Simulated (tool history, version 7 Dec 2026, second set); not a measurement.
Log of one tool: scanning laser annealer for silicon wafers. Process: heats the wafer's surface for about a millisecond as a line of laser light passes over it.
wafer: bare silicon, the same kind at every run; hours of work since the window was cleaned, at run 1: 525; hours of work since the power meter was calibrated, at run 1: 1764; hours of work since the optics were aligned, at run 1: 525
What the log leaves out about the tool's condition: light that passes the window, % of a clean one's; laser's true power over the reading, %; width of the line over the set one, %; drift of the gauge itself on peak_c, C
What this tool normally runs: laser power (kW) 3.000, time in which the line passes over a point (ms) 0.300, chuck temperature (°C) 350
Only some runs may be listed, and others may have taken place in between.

run	hour	laser power (kW)	time in which the line passes over a point (ms)	chuck temperature (°C)	hours of work since the window was cleaned	hours of work since the power meter was calibrated	hours of work since the optics were aligned	highest temperature of the surface (°C)
1	0.0	3.000	0.300	350	525	1764	525	1051
2	41.4	3.000	0.300	350	557	1796	557	1046
3	77.5	3.000	0.300	350	584	1823	584	1048
4	116.5	3.126	0.300	350	614	1853	614	1082
5	153.9	3.126	0.300	350	643	1881	643	1078
6	207.9	3.126	0.300	350	684	1923	684	1078
7	246.3	3.000	0.240	350	713	1952	713	976
8	321.9	3.000	0.240	350	771	2009	771	972
9	399.3	3.000	0.300	350	830	2068	830	1034
10	432.4	3.000	0.300	350	855	2094	855	1032
11	485.2	3.000	0.300	350	895	2134	895	1031
12	553.1	3.000	0.300	350	947	2186	947	1029
# hour 591.0: window over the wafer cleaned
13	602.1	3.000	0.300	350	8	2221	983	1055
14	644.1	3.000	0.300	350	40	2253	1015	1053
15	699.5	3.168	0.273	334	83	2296	1057	1053
16	762.2	2.738	0.366	329	130	2343	1105	1011
17	814.8	2.738	0.290	329	170	2383	1145	939
18	849.7	2.738	0.290	329	197	2410	1171	939
19	914.8	3.205	0.338	385	247	2460	1221	1182
# hour 925.2: laser's power meter calibrated
20	998.2	3.164	0.244	314	308	56	1282	991
21	1040.7	2.561	0.300	329	340	88	1314	893
22	1104.0	2.561	0.252	329	389	136	1363	847
23	1149.7	2.746	0.222	389	423	171	1398	924

Forecast run 24:
24	1224.3	2.746	0.222	389	480	228	1454	?

Logged for run 24: highest temperature of the surface (°C) 923.
With the hidden condition absent and the run-to-run variation left alone, this run would have shown highest temperature of the surface (°C) 962.

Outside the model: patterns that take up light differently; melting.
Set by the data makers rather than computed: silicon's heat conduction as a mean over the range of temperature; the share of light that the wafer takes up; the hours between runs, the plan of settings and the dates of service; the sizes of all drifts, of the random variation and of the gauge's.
